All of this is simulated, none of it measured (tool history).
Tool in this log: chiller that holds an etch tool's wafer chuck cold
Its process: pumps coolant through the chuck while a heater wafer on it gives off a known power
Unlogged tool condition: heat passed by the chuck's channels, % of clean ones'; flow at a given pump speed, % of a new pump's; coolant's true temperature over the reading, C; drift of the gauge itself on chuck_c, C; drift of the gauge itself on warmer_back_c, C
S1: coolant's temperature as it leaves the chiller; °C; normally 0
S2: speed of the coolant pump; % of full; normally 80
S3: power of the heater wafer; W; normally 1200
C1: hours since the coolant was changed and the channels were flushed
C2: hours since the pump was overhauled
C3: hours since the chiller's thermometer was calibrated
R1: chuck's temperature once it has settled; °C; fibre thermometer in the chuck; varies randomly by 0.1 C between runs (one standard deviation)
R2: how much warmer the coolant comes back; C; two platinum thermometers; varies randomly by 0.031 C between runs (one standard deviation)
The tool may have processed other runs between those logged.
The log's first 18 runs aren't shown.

run	hour	S1	S2	S3	C1	C2	C3	R1	R2
19	1456.9	-7	72	1169	4246	295	3073	7.5	3.43
20	1536.3	8	72	640	4325	375	3153	16.4	1.89
21	1644.2	-4	82	1330	4433	483	3261	10.7	3.44
22	1725.4	-9	90	1330	4514	564	3342	4.6	3.14
# hour 1794.0: coolant changed, channels flushed
23	1801.0	-9	90	1330	7	633	3411	3.5	3.12
# hour 1827.3: coolant pump overhauled, once more
24	1913.9	-9	90	1330	115	87	3519	1.5	2.52
25	2012.0	9	69	617	213	185	3617	15.7	1.58
26	2083.2	-4	69	916	284	256	3689	5.6	2.32
27	2147.4	-4	69	916	348	320	3753	5.6	2.33
28	2257.0	7	80	1165	458	430	3862	17.6	2.49
29	2332.6	7	80	1165	534	505	3938	17.7	2.55
30	2403.1	1	69	1200	604	576	4009	13.2	3.04
31	2451.5	1	69	769	652	624	4057	9.4	1.93
32	2526.9	0	73	1193	728	700	4132	11.8	2.84

Branching from run 32: 4 alternative next runs. What would each branch give?
A	2594.5	-10	96	1381	796	767	4200	?	?
B	2594.5	2	81	1408	796	767	4200	?	?
C	2594.5	-9	76	739	796	767	4200	?	?
D	2594.5	-7	71	737	796	767	4200	?	?

run	R1	R2
A	0.6	2.44
B	14.7	3.02
C	-1.5	1.71
D	1.0	1.78
Without the tool's unlogged condition, the same runs would have read:
run	R1	R2
A	-0.7	2.41
B	13.3	2.99
C	-2.8	1.69
D	-0.2	1.76
